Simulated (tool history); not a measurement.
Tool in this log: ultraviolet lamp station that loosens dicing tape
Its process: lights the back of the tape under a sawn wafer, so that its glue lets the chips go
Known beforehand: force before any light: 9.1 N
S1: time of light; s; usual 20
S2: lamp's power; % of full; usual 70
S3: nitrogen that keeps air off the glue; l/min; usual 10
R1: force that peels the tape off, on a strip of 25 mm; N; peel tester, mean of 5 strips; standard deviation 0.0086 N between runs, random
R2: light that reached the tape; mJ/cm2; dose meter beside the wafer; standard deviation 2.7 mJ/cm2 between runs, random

run 1 day=0.000 | S1=20 S2=70 S3=10 | R1=0.528 R2=302
run 2 day=0.208 | S1=12 S2=70 S3=10 | R1=1.581 R2=180
run 3 day=0.404 | S1=20 S2=70 S3=5 | R1=0.751 R2=307
run 4 day=0.658 | S1=20 S2=70 S3=20 | R1=0.409 R2=308
run 5 day=1.000 | S1=20 S2=70 S3=20 | R1=0.408 R2=302
run 6 day=1.204 | S1=20 S2=70 S3=20 | R1=0.421 R2=303
run 7 day=1.467 | S1=20 S2=65 S3=20 | R1=0.492 R2=279
run 8 day=1.892 | S1=20 S2=65 S3=20 | R1=0.492 R2=278
run 9 day=2.117 | S1=15 S2=70 S3=14 | R1=0.917 R2=225
run 10 day=2.554 | S1=20 S2=63 S3=7 | R1=0.860 R2=269
run 11 day=2.804 | S1=27 S2=87 S3=3 | R1=0.330 R2=499
run 12 day=3.254 | S1=27 S2=87 S3=3 | R1=0.337 R2=500
run 13 day=3.667 | S1=19 S2=69 S3=14 | R1=0.546 R2=281

Below are 5 alternative next runs, each starting from the tool's condition after run 13. Predict each:
run A day=4.004 | S1=19 S2=80 S3=14 | R1=? R2=?
run B day=4.004 | S1=17 S2=69 S3=14 | R1=? R2=?
run C day=4.004 | S1=25 S2=82 S3=3 | R1=? R2=?
run D day=4.004 | S1=29 S2=98 S3=13 | R1=? R2=?
run E day=4.004 | S1=17 S2=69 S3=14 | R1=? R2=?

run=A R1=0.402 R2=322
run=B R1=0.715 R2=245
run=C R1=0.437 R2=430
run=D R1=0.135 R2=595
run=E R1=0.746 R2=247
What these runs would have given with no unlogged condition in the tool:
run=A R1=0.254 R2=392
run=B R1=0.447 R2=300
run=C R1=0.272 R2=525
run=D R1=0.124 R2=728
run=E R1=0.467 R2=302
